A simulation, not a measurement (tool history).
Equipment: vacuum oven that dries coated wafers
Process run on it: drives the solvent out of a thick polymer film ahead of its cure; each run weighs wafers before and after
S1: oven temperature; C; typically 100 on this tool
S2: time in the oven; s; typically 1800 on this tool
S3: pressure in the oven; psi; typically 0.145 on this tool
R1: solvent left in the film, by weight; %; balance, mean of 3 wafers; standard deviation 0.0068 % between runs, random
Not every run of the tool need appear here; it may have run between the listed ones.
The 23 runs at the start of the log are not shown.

| run | hour | S1 | S2 | S3 | R1 |
|---|---|---|---|---|---|
| 24 | 1450.4 | 100 | 2340 | 0.145 | 0.534 |
|  | 1457.6 | vacuum gauge cleaned of residue and calibrated |
| 25 | 1497.2 | 100 | 2340 | 0.145 | 0.565 |
| 26 | 1585.7 | 89 | 1920 | 0.190 | 2.203 |
| 27 | 1645.4 | 100 | 1920 | 0.190 | 0.879 |
| 28 | 1704.5 | 93 | 2880 | 0.323 | 1.245 |
| 29 | 1743.5 | 115 | 1080 | 0.113 | 0.561 |
| 30 | 1826.9 | 105 | 1620 | 0.113 | 0.601 |
|  | 1908.0 | vacuum gauge cleaned of residue and calibrated, once more |
| 31 | 1909.5 | 105 | 1620 | 0.113 | 0.536 |
| 32 | 1948.5 | 109 | 2520 | 0.083 | 0.159 |
| 33 | 2006.0 | 109 | 2520 | 0.083 | 0.144 |
| 34 | 2043.7 | 109 | 2520 | 0.226 | 0.359 |
| 35 | 2110.4 | 100 | 1800 | 0.455 | 1.406 |
| 36 | 2162.7 | 90 | 3000 | 0.154 | 0.805 |
| 37 | 2234.5 | 102 | 2400 | 0.255 | 0.609 |
| 38 | 2278.4 | 102 | 3180 | 0.255 | 0.523 |
| 39 | 2328.7 | 100 | 1620 | 0.145 | 0.971 |
| 40 | 2415.3 | 100 | 1620 | 0.145 | 0.971 |
| 41 | 2464.5 | 114 | 1440 | 0.335 | 0.545 |
| 42 | 2514.9 | 105 | 1200 | 0.484 | 1.686 |
| 43 | 2589.6 | 105 | 1620 | 0.290 | 0.820 |
| 44 | 2627.4 | 101 | 960 | 0.260 | 2.618 |
| 45 | 2698.9 | 105 | 1800 | 0.206 | 0.577 |
| 46 | 2743.8 | 86 | 1800 | 0.206 | 2.846 |

Here are 3 independent what-if runs from the current tool condition. What would each one return?
| A | 2804.0 | 100 | 1800 | 0.284 | ? |
| B | 2804.0 | 90 | 1800 | 0.209 | ? |
| C | 2804.0 | 100 | 1800 | 0.100 | ? |

| run | R1 |
|---|---|
| A | 1.038 |
| B | 2.121 |
| C | 0.674 |
With no hidden state in the tool, these same runs would have given:
| run | R1 |
|---|---|
| A | 1.106 |
| B | 2.261 |
| C | 0.731 |
